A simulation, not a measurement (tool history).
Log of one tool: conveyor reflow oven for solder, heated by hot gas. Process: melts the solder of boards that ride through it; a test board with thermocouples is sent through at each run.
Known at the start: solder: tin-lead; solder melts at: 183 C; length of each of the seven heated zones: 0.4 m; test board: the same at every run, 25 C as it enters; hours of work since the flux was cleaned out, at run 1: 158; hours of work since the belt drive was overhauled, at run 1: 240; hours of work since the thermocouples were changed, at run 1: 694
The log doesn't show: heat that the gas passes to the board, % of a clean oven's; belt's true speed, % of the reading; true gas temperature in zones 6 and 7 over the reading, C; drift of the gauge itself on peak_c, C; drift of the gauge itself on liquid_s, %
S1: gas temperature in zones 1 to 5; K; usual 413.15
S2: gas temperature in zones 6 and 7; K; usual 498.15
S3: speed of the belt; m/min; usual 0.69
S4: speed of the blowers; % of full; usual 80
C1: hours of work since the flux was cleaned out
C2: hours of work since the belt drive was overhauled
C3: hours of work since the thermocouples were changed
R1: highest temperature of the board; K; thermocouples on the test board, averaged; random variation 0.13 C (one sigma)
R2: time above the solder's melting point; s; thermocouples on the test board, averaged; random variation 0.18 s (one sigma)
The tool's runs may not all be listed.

Run 1, hour 0: usual settings; C1 158; C2 240; C3 694. Result: R1 480.15 K, R2 43.5 s.
Run 2, hour 12: usual settings; C1 164; C2 246; C3 700. Result: R1 480.05 K, R2 43.7 s.
Run 3, hour 17.5: usual settings; C1 167; C2 249; C3 703. Result: R1 480.15 K, R2 43.9 s.
Run 4, hour 24.6: usual settings; C1 171; C2 253; C3 706. Result: R1 480.15 K, R2 43.5 s.
Run 5, hour 34.6: usual settings; C1 176; C2 258; C3 711. Result: R1 480.35 K, R2 43.5 s.
Run 6, hour 43: usual settings; C1 180; C2 262; C3 715. Result: R1 480.15 K, R2 43.8 s.
Run 7, hour 53.6: usual settings but S4 81 % of full; C1 185; C2 267; C3 721. Result: R1 480.65 K, R2 43.9 s.
Run 8, hour 60.5: usual settings but S4 81 % of full; C1 189; C2 271; C3 724. Result: R1 480.35 K, R2 44 s.
Run 9, hour 66.6: usual settings but S4 81 % of full; C1 192; C2 274; C3 727. Result: R1 480.35 K, R2 43.8 s.
Run 10, hour 74.3: usual settings but S4 81 % of full; C1 195; C2 278; C3 731. Result: R1 480.65 K, R2 43.7 s.
Run 11, hour 86.1: usual settings but S4 81 % of full; C1 201; C2 284; C3 737. Result: R1 480.65 K, R2 43.9 s.
Run 12, hour 91.4: usual settings but S4 81 % of full; C1 204; C2 286; C3 740. Result: R1 480.35 K, R2 44 s.
Run 13, hour 104.5: usual settings but S3 0.581 m/min, S4 73 % of full; C1 211; C2 293; C3 746. Result: R1 484.05 K, R2 57 s.
Run 14, hour 112.8: usual settings but S1 400.15 K, S2 492.15 K, S3 0.607 m/min, S4 90 % of full; C1 215; C2 297; C3 750. Result: R1 478.25 K, R2 44.9 s.
At hour 122.9: flux residue cleaned out of gas plates and filters.
Run 15, hour 123.8: usual settings but S1 400.15 K, S2 492.15 K, S3 0.607 m/min, S4 90 % of full; C1 0; C2 300; C3 753. Result: R1 478.45 K, R2 45 s.
Run 16, hour 132.9: usual settings but S1 406.15 K, S2 511.15 K, S3 0.683 m/min, S4 69 % of full; C1 5; C2 304; C3 758. Result: R1 487.35 K, R2 47.7 s.
Run 17, hour 139.4: usual settings but S1 427.15 K, S2 507.15 K; C1 8; C2 308; C3 761. Result: R1 490.45 K, R2 57.5 s.
Run 18, hour 150.9: usual settings but S1 427.15 K, S2 507.15 K; C1 14; C2 313; C3 767. Result: R1 490.55 K, R2 57.6 s.
Run 19, hour 164.1: usual settings but S1 423.15 K, S2 505.15 K; C1 21; C2 320; C3 774. Result: R1 488.25 K, R2 54 s.
Run 20, hour 172: usual settings but S1 404.15 K, S2 489.15 K, S3 0.645 m/min, S4 52 % of full; C1 25; C2 324; C3 778. Result: R1 466.55 K, R2 24.2 s.
Run 21, hour 181: usual settings but S1 404.15 K, S3 0.645 m/min, S4 50 % of full; C1 29; C2 329; C3 782. Result: R1 473.05 K, R2 33.5 s.
Run 22, hour 191.3: usual settings but S1 415.15 K, S2 486.15 K, S3 0.604 m/min, S4 59 % of full; C1 34; C2 334; C3 787. Result: R1 470.65 K, R2 38.3 s.
Run 23, hour 201.9: usual settings but S3 0.78 m/min, S4 71 % of full; C1 40; C2 339; C3 793. Result: R1 474.25 K, R2 30.9 s.
Run 24, hour 214.7: usual settings but S2 488.15 K, S3 0.751 m/min; C1 46; C2 345; C3 799. Result: R1 469.45 K, R2 27.6 s.

Forecast each of these 4 alternatives for the next run:
Run A, hour 222.2: usual settings but S1 417.15 K, S2 513.15 K, S3 0.751 m/min; C1 50; C2 349; C3 803. Result: R1 ?, R2 ?.
Run B, hour 222.2: usual settings but S1 424.15 K, S2 506.15 K, S3 0.631 m/min; C1 50; C2 349; C3 803. Result: R1 ?, R2 ?.
Run C, hour 222.2: usual settings but S3 0.817 m/min, S4 52 % of full; C1 50; C2 349; C3 803. Result: R1 ?, R2 ?.
Run D, hour 222.2: usual settings but S2 512.15 K, S3 0.751 m/min; C1 50; C2 349; C3 803. Result: R1 ?, R2 ?.

run      R1    R2
  A  490.25  48.6
  B  491.75  62.6
  C  466.25  18.7
  D  488.65  46.2
Without the tool's hidden state the same runs would have given:
run      R1    R2
  A  490.25  48.6
  B  491.75  62.6
  C  466.25  18.7
  D  488.65  46.2
